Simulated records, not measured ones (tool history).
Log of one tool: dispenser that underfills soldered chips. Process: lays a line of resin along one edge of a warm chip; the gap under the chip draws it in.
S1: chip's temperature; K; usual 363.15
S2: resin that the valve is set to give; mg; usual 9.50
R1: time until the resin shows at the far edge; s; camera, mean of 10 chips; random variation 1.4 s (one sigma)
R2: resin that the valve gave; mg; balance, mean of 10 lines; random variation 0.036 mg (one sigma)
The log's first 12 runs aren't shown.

{"run": 13, "day": 5.283, "S1": 363.15, "S2": 9.5, "R1": 225.7, "R2": 9.51}
{"day": 5.417, "done": "new syringe of resin"}
{"run": 14, "day": 5.7, "S1": 363.15, "S2": 9.5, "R1": 189.7, "R2": 9.39}
{"day": 6.021, "done": "new syringe of resin"}
{"run": 15, "day": 6.138, "S1": 363.15, "S2": 9.5, "R1": 153.7, "R2": 9.35}
{"run": 16, "day": 6.508, "S1": 363.15, "S2": 9.5, "R1": 236.5, "R2": 9.35}
{"day": 6.6, "done": "new syringe of resin"}
{"run": 17, "day": 6.821, "S1": 363.15, "S2": 8.62, "R1": 178.8, "R2": 8.47}
{"day": 7.183, "done": "new syringe of resin"}
{"run": 18, "day": 7.342, "S1": 350.15, "S2": 9.5, "R1": 276.4, "R2": 9.3}
{"day": 7.775, "done": "new syringe of resin"}
{"run": 19, "day": 7.842, "S1": 350.15, "S2": 9.5, "R1": 244.3, "R2": 9.31}
{"run": 20, "day": 8.283, "S1": 373.15, "S2": 9.82, "R1": 173.3, "R2": 9.55}
{"day": 8.354, "done": "new syringe of resin"}
{"run": 21, "day": 8.567, "S1": 373.15, "S2": 9.82, "R1": 123.4, "R2": 9.56}
{"day": 8.938, "done": "new syringe of resin"}
{"run": 22, "day": 9.175, "S1": 373.15, "S2": 9.82, "R1": 129.4, "R2": 9.42}
{"day": 9.512, "done": "new syringe of resin"}
{"run": 23, "day": 9.512, "S1": 373.15, "S2": 9.82, "R1": 99.3, "R2": 9.52}
{"run": 24, "day": 9.779, "S1": 373.15, "S2": 9.65, "R1": 135.7, "R2": 9.3}
{"day": 10.1, "done": "new syringe of resin"}
{"run": 25, "day": 10.196, "S1": 373.15, "S2": 9.65, "R1": 110.1, "R2": 9.4}
{"day": 10.662, "done": "new syringe of resin"}
{"run": 26, "day": 10.675, "S1": 361.15, "S2": 9.7, "R1": 152.8, "R2": 9.25}
{"day": 10.946, "done": "dispensing valve cleaned and set on the balance"}
{"run": 27, "day": 11.104, "S1": 374.15, "S2": 10.07, "R1": 149.2, "R2": 10.03}
{"day": 11.3, "done": "new syringe of resin"}
{"run": 28, "day": 11.696, "S1": 355.15, "S2": 11.55, "R1": 300.4, "R2": 11.46}
{"day": 11.896, "done": "new syringe of resin"}
{"run": 29, "day": 12.304, "S1": 355.15, "S2": 11.56, "R1": 292.4, "R2": 11.45}
{"day": 12.483, "done": "new syringe of resin"}
{"run": 30, "day": 12.704, "S1": 352.15, "S2": 11.56, "R1": 273.6, "R2": 11.43}
{"run": 31, "day": 12.996, "S1": 356.15, "S2": 10.3, "R1": 330.0, "R2": 10.17}
{"day": 13.054, "done": "new syringe of resin"}
{"run": 32, "day": 13.458, "S1": 360.15, "S2": 10.02, "R1": 245.7, "R2": 9.88}
{"day": 13.65, "done": "new syringe of resin"}
{"run": 33, "day": 13.754, "S1": 351.15, "S2": 8.35, "R1": 259.8, "R2": 8.15}
{"day": 14.208, "done": "new syringe of resin"}
{"run": 34, "day": 14.346, "S1": 373.15, "S2": 11.39, "R1": 114.9, "R2": 11.11}

Forecast each of these 5 alternatives for the next run:
{"run": "A", "day": 14.688, "S1": 378.15, "S2": 11.66, "R1": "?", "R2": "?"}
{"run": "B", "day": 14.688, "S1": 377.15, "S2": 9.53, "R1": "?", "R2": "?"}
{"run": "C", "day": 14.688, "S1": 360.15, "S2": 12.28, "R1": "?", "R2": "?"}
{"run": "D", "day": 14.688, "S1": 369.15, "S2": 8.29, "R1": "?", "R2": "?"}
{"run": "E", "day": 14.688, "S1": 377.15, "S2": 9.15, "R1": "?", "R2": "?"}

run=A R1=144.2 R2=11.33
run=B R1=152.3 R2=9.24
run=C R1=270.4 R2=11.98
run=D R1=205.5 R2=8.07
run=E R1=151.3 R2=8.88
Without the tool's hidden state the same runs would have given:
run=A R1=80.0 R2=11.66
run=B R1=84.3 R2=9.51
run=C R1=149.3 R2=12.32
run=D R1=113.2 R2=8.30
run=E R1=83.5 R2=9.14

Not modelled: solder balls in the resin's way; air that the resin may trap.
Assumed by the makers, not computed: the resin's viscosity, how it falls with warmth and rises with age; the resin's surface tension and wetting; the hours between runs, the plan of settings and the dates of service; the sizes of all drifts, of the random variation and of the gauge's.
